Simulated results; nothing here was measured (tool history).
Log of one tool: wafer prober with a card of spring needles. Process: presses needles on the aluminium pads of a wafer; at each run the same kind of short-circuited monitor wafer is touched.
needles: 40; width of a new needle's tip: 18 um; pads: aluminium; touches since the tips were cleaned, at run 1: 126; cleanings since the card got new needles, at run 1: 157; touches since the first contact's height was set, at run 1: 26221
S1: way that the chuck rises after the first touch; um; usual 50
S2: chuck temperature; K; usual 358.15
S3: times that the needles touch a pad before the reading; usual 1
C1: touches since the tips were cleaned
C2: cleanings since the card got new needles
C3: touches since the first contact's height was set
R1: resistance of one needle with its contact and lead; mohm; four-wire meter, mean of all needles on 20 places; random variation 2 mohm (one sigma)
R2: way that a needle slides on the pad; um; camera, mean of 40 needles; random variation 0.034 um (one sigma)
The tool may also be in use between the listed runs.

run,hour,S1,S2,S3,C1,C2,C3,R1,R2
1,0,50,358.15,1,126,157,26221,241,11.17
# hour 5.3: tips cleaned on abrasive film
# hour 11.9: tips cleaned on abrasive film
2,13.5,50,308.15,1,917,159,33665,254,11.13
# hour 17.5: tips cleaned on abrasive film
# hour 22.8: tips cleaned on abrasive film
# hour 28: tips cleaned on abrasive film
# hour 34.6: tips cleaned on abrasive film
3,35.5,50,358.15,1,509,163,45771,255,11.04
# hour 40.8: tips cleaned on abrasive film
# hour 47.4: tips cleaned on abrasive film
# hour 53.9: tips cleaned on abrasive film
# hour 59.2: tips cleaned on abrasive film
# hour 64.9: tips cleaned on abrasive film
4,64.9,50,358.15,3,0,168,61930,228,11.03
# hour 70.1: tips cleaned on abrasive film
# hour 76.7: tips cleaned on abrasive film
# hour 83.2: tips cleaned on abrasive film
# hour 83.5: height of the first contact set anew
# hour 90: tips cleaned on abrasive film
# hour 95.3: tips cleaned on abrasive film
5,95.3,30,358.15,1,0,173,6499,260,6.8
# hour 101.9: tips cleaned on abrasive film
# hour 107.2: tips cleaned on abrasive film
6,109.9,50,358.15,1,1528,175,14547,271,11.29
# hour 112.6: tips cleaned on abrasive film
# hour 119.2: tips cleaned on abrasive film
# hour 124.4: tips cleaned on abrasive film
# hour 131: tips cleaned on abrasive film
7,133.7,67,358.15,1,1532,179,27657,251,15.05
# hour 136.4: tips cleaned on abrasive film
# hour 141.7: tips cleaned on abrasive film
# hour 148.2: tips cleaned on abrasive film
# hour 154.8: tips cleaned on abrasive film
8,157.4,50,358.15,1,1463,183,40713,280,11.09
# hour 160.1: tips cleaned on abrasive film
# hour 166.7: tips cleaned on abrasive film
# hour 171.9: tips cleaned on abrasive film
# hour 178.5: tips cleaned on abrasive film
9,180,50,358.15,1,812,187,53110,261,11.02
# hour 183.9: tips cleaned on abrasive film
# hour 189.2: tips cleaned on abrasive film
# hour 194.5: tips cleaned on abrasive film
# hour 201.1: tips cleaned on abrasive film
10,204.4,50,358.15,3,1857,191,66565,254,10.92
# hour 207.1: tips cleaned on abrasive film
# hour 213.6: tips cleaned on abrasive film
# hour 213.9: height of the first contact set anew
# hour 220.5: tips cleaned on abrasive film
# hour 225.8: tips cleaned on abrasive film
# hour 231.7: tips cleaned on abrasive film
11,231.7,31,358.15,1,0,196,9785,262,6.98
# hour 238.3: tips cleaned on abrasive film
# hour 244.8: tips cleaned on abrasive film
# hour 251.3: tips cleaned on abrasive film
# hour 263.3: card fitted with new needles
# hour 269.3: tips cleaned on abrasive film
12,269.3,50,381.15,1,0,1,3315,224,11.39
# hour 275.9: tips cleaned on abrasive film
# hour 282.5: tips cleaned on abrasive film
# hour 289.1: tips cleaned on abrasive film
13,292.2,50,358.15,1,1787,4,15975,258,11.28
# hour 294.9: tips cleaned on abrasive film
# hour 300.2: tips cleaned on abrasive film
# hour 306.7: tips cleaned on abrasive film
# hour 313.2: tips cleaned on abrasive film
14,317,50,371.15,1,2097,8,29594,267,11.17
# hour 319.7: tips cleaned on abrasive film
# hour 326.2: tips cleaned on abrasive film
15,329.9,38,358.15,1,2105,10,36729,294,8.35
# hour 332.6: tips cleaned on abrasive film
# hour 339.1: tips cleaned on abrasive film
# hour 345.7: tips cleaned on abrasive film
# hour 352.3: tips cleaned on abrasive film
16,355.3,38,358.15,1,1714,14,50740,300,8.25
# hour 358: tips cleaned on abrasive film
# hour 363.3: tips cleaned on abrasive film
# hour 369.9: tips cleaned on abrasive film
# hour 376.4: tips cleaned on abrasive film
17,381.5,64,358.15,2,2838,18,65176,238,14.08
# hour 382.9: tips cleaned on abrasive film
# hour 389.5: tips cleaned on abrasive film
# hour 393.7: height of the first contact set anew
# hour 396.4: tips cleaned on abrasive film
18,401,64,358.15,2,2615,21,4064,233,14.51
# hour 402.4: tips cleaned on abrasive film
# hour 408.9: tips cleaned on abrasive film
# hour 414.1: tips cleaned on abrasive film
# hour 420.7: tips cleaned on abrasive film
19,422.6,64,358.15,2,1050,25,15912,228,14.47
# hour 426.6: tips cleaned on abrasive film
# hour 433.1: tips cleaned on abrasive film
# hour 438.4: tips cleaned on abrasive film
20,443.5,64,358.15,2,2876,28,27486,242,14.35
# hour 444.9: tips cleaned on abrasive film
# hour 451.5: tips cleaned on abrasive film
# hour 456.8: tips cleaned on abrasive film
# hour 463.4: tips cleaned on abrasive film
21,464.6,50,306.15,3,715,32,39073,217,11.08
# hour 469.9: tips cleaned on abrasive film
# hour 476.5: tips cleaned on abrasive film
# hour 483.1: tips cleaned on abrasive film
# hour 488.3: tips cleaned on abrasive film
22,493.1,36,302.15,1,2671,36,54791,327,7.79
# hour 494.5: tips cleaned on abrasive film
# hour 501.1: tips cleaned on abrasive film
# hour 507.7: tips cleaned on abrasive film
# hour 514.2: tips cleaned on abrasive film
# hour 519.5: tips cleaned on abrasive film
23,520.1,36,365.15,1,335,41,69624,255,7.68
# hour 524.3: height of the first contact set anew
# hour 525.7: tips cleaned on abrasive film
# hour 532.2: tips cleaned on abrasive film
# hour 538.7: tips cleaned on abrasive film
24,541.7,32,358.15,1,1693,44,9609,322,7.17
# hour 544.4: tips cleaned on abrasive film
# hour 551: tips cleaned on abrasive film
# hour 557.4: tips cleaned on abrasive film
25,560.8,50,308.15,3,1913,47,20110,232,11.26

Forecast each of these 4 alternatives for the next run:
# hour 563.5: tips cleaned on abrasive film
# hour 570.1: tips cleaned on abrasive film
A,575.2,50,316.15,1,2853,49,28037,?,?
# hour 563.5: tips cleaned on abrasive film
# hour 570.1: tips cleaned on abrasive film
B,575.2,47,299.15,2,2853,49,28037,?,?
# hour 563.5: tips cleaned on abrasive film
# hour 570.1: tips cleaned on abrasive film
C,575.2,35,329.15,1,2853,49,28037,?,?
# hour 563.5: tips cleaned on abrasive film
# hour 570.1: tips cleaned on abrasive film
D,575.2,46,354.15,1,2853,49,28037,?,?

run,R1,R2
A,276,11.19
B,253,10.53
C,336,7.79
D,292,10.26
Without the tool's hidden state the same runs would have given:
run,R1,R2
A,213,11.36
B,209,10.71
C,218,7.96
D,223,10.44
